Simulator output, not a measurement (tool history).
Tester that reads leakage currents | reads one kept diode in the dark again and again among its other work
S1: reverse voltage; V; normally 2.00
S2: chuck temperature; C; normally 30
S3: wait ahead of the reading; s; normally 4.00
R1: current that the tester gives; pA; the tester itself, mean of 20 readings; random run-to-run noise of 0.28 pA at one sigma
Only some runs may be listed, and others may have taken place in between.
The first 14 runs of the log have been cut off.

run 15 hour=1306.4 | S1=2.00 S2=45 S3=4.00 | R1=280.93
run 16 hour=1404.9 | S1=2.00 S2=53 S3=4.00 | R1=485.09
run 17 hour=1469.7 | S1=2.00 S2=53 S3=4.00 | R1=487.12
run 18 hour=1578.0 | S1=2.00 S2=30 S3=4.00 | R1=93.32
run 19 hour=1683.3 | S1=2.00 S2=30 S3=4.00 | R1=93.50
run 20 hour=1809.6 | S1=2.00 S2=30 S3=4.00 | R1=93.01
run 21 hour=1936.9 | S1=2.00 S2=30 S3=4.00 | R1=93.37
run 22 hour=2006.2 | S1=2.00 S2=30 S3=4.00 | R1=94.02
run 23 hour=2123.9 | S1=2.00 S2=30 S3=4.00 | R1=93.23
run 24 hour=2234.6 | S1=3.96 S2=30 S3=0.75 | R1=123.09
run 25 hour=2372.1 | S1=6.47 S2=45 S3=1.85 | R1=445.58
run 26 hour=2523.6 | S1=4.42 S2=49 S3=1.20 | R1=508.15
run 27 hour=2638.8 | S1=15.80 S2=33 S3=2.00 | R1=265.11
run 28 hour=2779.3 | S1=15.80 S2=33 S3=2.00 | R1=265.44
run 29 hour=2892.5 | S1=5.97 S2=30 S3=1.00 | R1=144.51
run 30 hour=2983.4 | S1=1.29 S2=25 S3=3.18 | R1=53.14
-- hour=2993.0 chuck's temperature calibrated
run 31 hour=3108.9 | S1=1.41 S2=21 S3=4.00 | R1=39.94

Run 32 has not been measured yet. What should we expect?
run 32 hour=3243.1 | S1=1.41 S2=23 S3=8.79 | R1=?

R1: 46.69 pA
Minus the tool's unlogged condition, the same run would have read R1 46.69 pA.
